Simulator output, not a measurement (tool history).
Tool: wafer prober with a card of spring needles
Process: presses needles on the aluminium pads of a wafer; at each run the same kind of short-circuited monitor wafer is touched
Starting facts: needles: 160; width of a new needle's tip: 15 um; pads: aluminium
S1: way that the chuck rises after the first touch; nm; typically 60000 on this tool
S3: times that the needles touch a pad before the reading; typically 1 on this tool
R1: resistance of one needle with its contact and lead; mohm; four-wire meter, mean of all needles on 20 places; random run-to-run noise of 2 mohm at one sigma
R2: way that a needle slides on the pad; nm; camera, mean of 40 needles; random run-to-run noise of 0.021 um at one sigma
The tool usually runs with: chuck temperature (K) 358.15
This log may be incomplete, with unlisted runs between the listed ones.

{"run": 1, "hour": 0.0, "S1": 60000, "chuck temperature (K)": 358.15, "S3": 1, "R1": 383, "R2": 15500}
{"hour": 3.0, "done": "tips cleaned on abrasive film"}
{"hour": 17.6, "done": "tips cleaned on abrasive film"}
{"hour": 32.0, "done": "tips cleaned on abrasive film"}
{"hour": 41.0, "done": "height of the first contact set anew"}
{"hour": 44.0, "done": "tips cleaned on abrasive film"}
{"run": 2, "hour": 50.0, "S1": 60000, "chuck temperature (K)": 358.15, "S3": 1, "R1": 341, "R2": 15590}
{"hour": 58.5, "done": "tips cleaned on abrasive film"}
{"hour": 73.1, "done": "tips cleaned on abrasive film"}
{"hour": 87.5, "done": "tips cleaned on abrasive film"}
{"hour": 101.8, "done": "tips cleaned on abrasive film"}
{"run": 3, "hour": 109.4, "S1": 60000, "chuck temperature (K)": 358.15, "S3": 1, "R1": 356, "R2": 15610}
{"hour": 115.3, "done": "tips cleaned on abrasive film"}
{"hour": 129.6, "done": "tips cleaned on abrasive film"}
{"run": 4, "hour": 136.1, "S1": 60000, "chuck temperature (K)": 358.15, "S3": 1, "R1": 350, "R2": 15560}
{"hour": 142.0, "done": "tips cleaned on abrasive film"}
{"hour": 156.4, "done": "tips cleaned on abrasive film"}
{"run": 5, "hour": 162.9, "S1": 60000, "chuck temperature (K)": 358.15, "S3": 1, "R1": 360, "R2": 15540}
{"hour": 168.8, "done": "tips cleaned on abrasive film"}
{"hour": 183.1, "done": "tips cleaned on abrasive film"}
{"run": 6, "hour": 191.3, "S1": 60000, "chuck temperature (K)": 358.15, "S3": 1, "R1": 367, "R2": 15520}
{"hour": 197.2, "done": "tips cleaned on abrasive film"}
{"hour": 211.8, "done": "tips cleaned on abrasive film"}
{"hour": 226.4, "done": "tips cleaned on abrasive film"}
{"run": 7, "hour": 234.2, "S1": 55000, "chuck temperature (K)": 358.15, "S3": 1, "R1": 379, "R2": 14170}
{"hour": 240.1, "done": "tips cleaned on abrasive film"}
{"hour": 243.3, "done": "height of the first contact set anew"}
{"hour": 254.8, "done": "tips cleaned on abrasive film"}
{"hour": 269.4, "done": "tips cleaned on abrasive film"}
{"run": 8, "hour": 280.5, "S1": 55000, "chuck temperature (K)": 358.15, "S3": 1, "R1": 426, "R2": 14330}
{"hour": 283.5, "done": "tips cleaned on abrasive film"}
{"hour": 295.2, "done": "tips cleaned on abrasive film"}
{"hour": 306.9, "done": "tips cleaned on abrasive film"}
{"run": 9, "hour": 311.5, "S1": 60000, "chuck temperature (K)": 358.15, "S3": 1, "R1": 325, "R2": 15570}
{"hour": 320.3, "done": "tips cleaned on abrasive film"}
{"hour": 332.0, "done": "tips cleaned on abrasive film"}
{"hour": 346.6, "done": "tips cleaned on abrasive film"}
{"run": 10, "hour": 351.3, "S1": 60000, "chuck temperature (K)": 358.15, "S3": 1, "R1": 320, "R2": 15530}
{"hour": 359.8, "done": "tips cleaned on abrasive film"}
{"hour": 374.4, "done": "tips cleaned on abrasive film"}
{"hour": 389.0, "done": "tips cleaned on abrasive film"}
{"hour": 400.7, "done": "tips cleaned on abrasive film"}
{"run": 11, "hour": 402.3, "S1": 60000, "chuck temperature (K)": 358.15, "S3": 1, "R1": 276, "R2": 15480}
{"hour": 414.0, "done": "tips cleaned on abrasive film"}
{"hour": 425.7, "done": "tips cleaned on abrasive film"}
{"hour": 437.4, "done": "tips cleaned on abrasive film"}
{"hour": 446.4, "done": "height of the first contact set anew"}
{"hour": 452.1, "done": "tips cleaned on abrasive film"}
{"hour": 464.8, "done": "tips cleaned on abrasive film"}
{"run": 12, "hour": 464.8, "S1": 60000, "chuck temperature (K)": 358.15, "S3": 1, "R1": 234, "R2": 15620}
{"hour": 479.4, "done": "tips cleaned on abrasive film"}
{"hour": 491.1, "done": "tips cleaned on abrasive film"}
{"hour": 502.8, "done": "tips cleaned on abrasive film"}
{"run": 13, "hour": 511.5, "S1": 60000, "chuck temperature (K)": 358.15, "S3": 1, "R1": 383, "R2": 15590}
{"hour": 517.4, "done": "tips cleaned on abrasive film"}
{"hour": 529.1, "done": "tips cleaned on abrasive film"}
{"hour": 543.4, "done": "tips cleaned on abrasive film"}
{"run": 14, "hour": 552.1, "S1": 60000, "chuck temperature (K)": 358.15, "S3": 1, "R1": 374, "R2": 15530}
{"hour": 558.0, "done": "tips cleaned on abrasive film"}
{"hour": 569.7, "done": "tips cleaned on abrasive film"}
{"hour": 584.3, "done": "tips cleaned on abrasive film"}
{"run": 15, "hour": 590.4, "S1": 60000, "chuck temperature (K)": 358.15, "S3": 1, "R1": 341, "R2": 15520}
{"hour": 596.3, "done": "tips cleaned on abrasive film"}
{"hour": 610.9, "done": "tips cleaned on abrasive film"}
{"run": 16, "hour": 617.7, "S1": 60000, "chuck temperature (K)": 358.15, "S3": 1, "R1": 344, "R2": 15480}
{"hour": 623.6, "done": "tips cleaned on abrasive film"}
{"hour": 635.3, "done": "tips cleaned on abrasive film"}
{"hour": 649.9, "done": "tips cleaned on abrasive film"}
{"hour": 650.2, "done": "height of the first contact set anew"}
{"hour": 661.9, "done": "tips cleaned on abrasive film"}
{"hour": 673.6, "done": "tips cleaned on abrasive film"}
{"run": 17, "hour": 677.5, "S1": 60000, "chuck temperature (K)": 358.15, "S3": 2, "R1": 287, "R2": 15630}
{"hour": 686.2, "done": "tips cleaned on abrasive film"}
{"hour": 697.9, "done": "tips cleaned on abrasive film"}
{"hour": 712.2, "done": "tips cleaned on abrasive film"}
{"run": 18, "hour": 719.3, "S1": 60000, "chuck temperature (K)": 326.15, "S3": 1, "R1": 357, "R2": 15530}
{"hour": 725.2, "done": "tips cleaned on abrasive film"}
{"hour": 736.9, "done": "tips cleaned on abrasive film"}
{"hour": 751.5, "done": "tips cleaned on abrasive film"}
{"hour": 763.2, "done": "tips cleaned on abrasive film"}
{"hour": 774.9, "done": "tips cleaned on abrasive film"}
{"run": 19, "hour": 779.8, "S1": 44000, "chuck temperature (K)": 367.15, "S3": 2, "R1": 377, "R2": 11360}
{"hour": 788.6, "done": "tips cleaned on abrasive film"}
{"hour": 800.3, "done": "tips cleaned on abrasive film"}
{"hour": 814.8, "done": "tips cleaned on abrasive film"}
{"hour": 827.2, "done": "tips cleaned on abrasive film"}
{"run": 20, "hour": 827.2, "S1": 50000, "chuck temperature (K)": 320.15, "S3": 2, "R1": 224, "R2": 12870}
{"hour": 838.9, "done": "tips cleaned on abrasive film"}
{"hour": 850.6, "done": "tips cleaned on abrasive film"}
{"hour": 853.8, "done": "height of the first contact set anew"}
{"run": 21, "hour": 857.2, "S1": 60000, "chuck temperature (K)": 340.15, "S3": 2, "R1": 298, "R2": 15640}
{"hour": 863.1, "done": "tips cleaned on abrasive film"}
{"hour": 877.7, "done": "tips cleaned on abrasive film"}
{"hour": 892.0, "done": "tips cleaned on abrasive film"}
{"run": 22, "hour": 892.5, "S1": 60000, "chuck temperature (K)": 328.15, "S3": 3, "R1": 226, "R2": 15610}
{"hour": 904.0, "done": "tips cleaned on abrasive film"}
{"hour": 918.4, "done": "tips cleaned on abrasive film"}
{"run": 23, "hour": 921.7, "S1": 60000, "chuck temperature (K)": 328.15, "S3": 2, "R1": 274, "R2": 15580}
{"hour": 930.5, "done": "tips cleaned on abrasive film"}
{"hour": 945.1, "done": "tips cleaned on abrasive film"}
{"hour": 959.4, "done": "tips cleaned on abrasive film"}
{"hour": 971.8, "done": "tips cleaned on abrasive film"}
{"run": 24, "hour": 971.8, "S1": 65000, "chuck temperature (K)": 303.15, "S3": 2, "R1": 217, "R2": 16790}
{"hour": 986.3, "done": "tips cleaned on abrasive film"}
{"hour": 998.0, "done": "tips cleaned on abrasive film"}
{"hour": 1009.7, "done": "tips cleaned on abrasive film"}
{"hour": 1023.2, "done": "tips cleaned on abrasive film"}
{"run": 25, "hour": 1023.2, "S1": 65000, "chuck temperature (K)": 303.15, "S3": 2, "R1": 217, "R2": 16800}
{"hour": 1037.8, "done": "tips cleaned on abrasive film"}
{"hour": 1052.1, "done": "tips cleaned on abrasive film"}
{"hour": 1058.2, "done": "height of the first contact set anew"}
{"hour": 1064.1, "done": "tips cleaned on abrasive film"}
{"run": 26, "hour": 1072.4, "S1": 48000, "chuck temperature (K)": 365.15, "S3": 1, "R1": 474, "R2": 12510}

Forecast each of these 5 alternatives for the next run:
{"hour": 1078.3, "done": "tips cleaned on abrasive film"}
{"hour": 1092.8, "done": "tips cleaned on abrasive film"}
{"hour": 1107.2, "done": "tips cleaned on abrasive film"}
{"run": "A", "hour": 1111.3, "S1": 51000, "chuck temperature (K)": 365.15, "S3": 1, "R1": "?", "R2": "?"}
{"hour": 1078.3, "done": "tips cleaned on abrasive film"}
{"hour": 1092.8, "done": "tips cleaned on abrasive film"}
{"hour": 1107.2, "done": "tips cleaned on abrasive film"}
{"run": "B", "hour": 1111.3, "S1": 48000, "chuck temperature (K)": 306.15, "S3": 1, "R1": "?", "R2": "?"}
{"hour": 1078.3, "done": "tips cleaned on abrasive film"}
{"hour": 1092.8, "done": "tips cleaned on abrasive film"}
{"hour": 1107.2, "done": "tips cleaned on abrasive film"}
{"run": "C", "hour": 1111.3, "S1": 60000, "chuck temperature (K)": 361.15, "S3": 2, "R1": "?", "R2": "?"}
{"hour": 1078.3, "done": "tips cleaned on abrasive film"}
{"hour": 1092.8, "done": "tips cleaned on abrasive film"}
{"hour": 1107.2, "done": "tips cleaned on abrasive film"}
{"run": "D", "hour": 1111.3, "S1": 60000, "chuck temperature (K)": 315.15, "S3": 2, "R1": "?", "R2": "?"}
{"hour": 1078.3, "done": "tips cleaned on abrasive film"}
{"hour": 1092.8, "done": "tips cleaned on abrasive film"}
{"hour": 1107.2, "done": "tips cleaned on abrasive film"}
{"run": "E", "hour": 1111.3, "S1": 60000, "chuck temperature (K)": 300.15, "S3": 1, "R1": "?", "R2": "?"}

run=A R1=374 R2=13250
run=B R1=395 R2=12470
run=C R1=291 R2=15600
run=D R1=276 R2=15620
run=E R1=324 R2=15620
Without the tool's unlogged condition, the same runs would have read:
run=A R1=227 R2=13300
run=B R1=216 R2=12520
run=C R1=223 R2=15640
run=D R1=206 R2=15660
run=E R1=204 R2=15670
